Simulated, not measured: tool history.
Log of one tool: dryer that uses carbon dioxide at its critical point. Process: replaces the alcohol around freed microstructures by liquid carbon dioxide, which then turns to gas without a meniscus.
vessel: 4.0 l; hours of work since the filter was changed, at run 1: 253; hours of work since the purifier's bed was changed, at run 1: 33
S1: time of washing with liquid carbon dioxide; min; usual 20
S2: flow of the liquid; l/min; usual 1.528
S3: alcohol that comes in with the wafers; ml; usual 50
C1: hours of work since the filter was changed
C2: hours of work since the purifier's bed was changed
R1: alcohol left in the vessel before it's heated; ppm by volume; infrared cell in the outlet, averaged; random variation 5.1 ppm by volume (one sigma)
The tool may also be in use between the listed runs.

run	hour	S1	S2	S3	C1	C2	R1
1	0.0	20	1.528	50	253	33	74
2	49.0	20	0.980	50	269	49	448
3	89.2	20	0.980	50	283	63	468
4	153.8	20	1.940	50	305	85	29
5	196.4	20	1.528	40	319	99	81
6	262.7	20	1.528	40	342	122	80
7	314.5	20	1.528	40	359	140	86
8	350.7	20	1.528	40	372	152	86
9	401.2	29	1.528	50	389	169	36
# hour 415.6: inlet filter changed
10	442.2	29	1.528	50	9	183	37
11	483.2	29	1.528	50	23	197	28
12	514.6	20	1.528	29	34	207	69
13	569.1	20	1.528	50	52	226	77
14	604.0	20	1.528	50	64	238	93
15	661.6	20	1.528	50	84	257	94
16	727.4	20	1.970	50	106	279	47
17	795.5	20	1.528	50	129	303	99
18	862.9	22	1.528	50	152	325	73
19	897.8	22	1.528	50	164	337	82
20	953.2	20	1.110	50	183	356	312
21	990.3	20	1.800	50	195	369	75
22	1044.6	20	1.800	50	214	387	83
23	1102.1	20	1.260	87	233	407	347
24	1145.6	20	1.260	87	248	422	346
25	1205.1	25	2.150	22	268	442	66
26	1249.5	18	1.680	118	283	457	236
27	1281.5	16	1.100	64	294	468	902
28	1322.3	14	2.470	64	308	482	116
29	1380.5	15	1.420	111	328	501	885
30	1425.0	30	1.850	92	343	516	74
31	1455.5	19	1.850	74	353	527	129
32	1521.9	20	1.528	44	376	549	135
33	1554.5	12	2.040	28	387	560	203
# hour 1575.4: inlet filter changed
34	1618.5	20	1.528	31	15	582	108
35	1669.6	26	1.290	21	32	599	95
36	1702.5	13	2.150	34	43	610	135
37	1745.1	26	2.150	92	58	625	76
38	1797.9	26	2.150	92	76	643	77

Hidden state at the last listed run before each entry between runs and at the first one after, where it differs:
Between runs 9 and 10: inlet filter changed (hour 415.6)
  flow that reaches the vessel past the clogged filter, %: 89.8 -> 99.3; alcohol in the recycled carbon dioxide, ppm: 26.1 -> 27.5
  measured less the result without the state, R1: +26 -> +23 ppm by volume
Between runs 33 and 34: inlet filter changed (hour 1575.4)
  flow that reaches the vessel past the clogged filter, %: 89.8 -> 99.1; alcohol in the recycled carbon dioxide, ppm: 71.1 -> 73.3
  measured less the result without the state, R1: +115 -> +69 ppm by volume
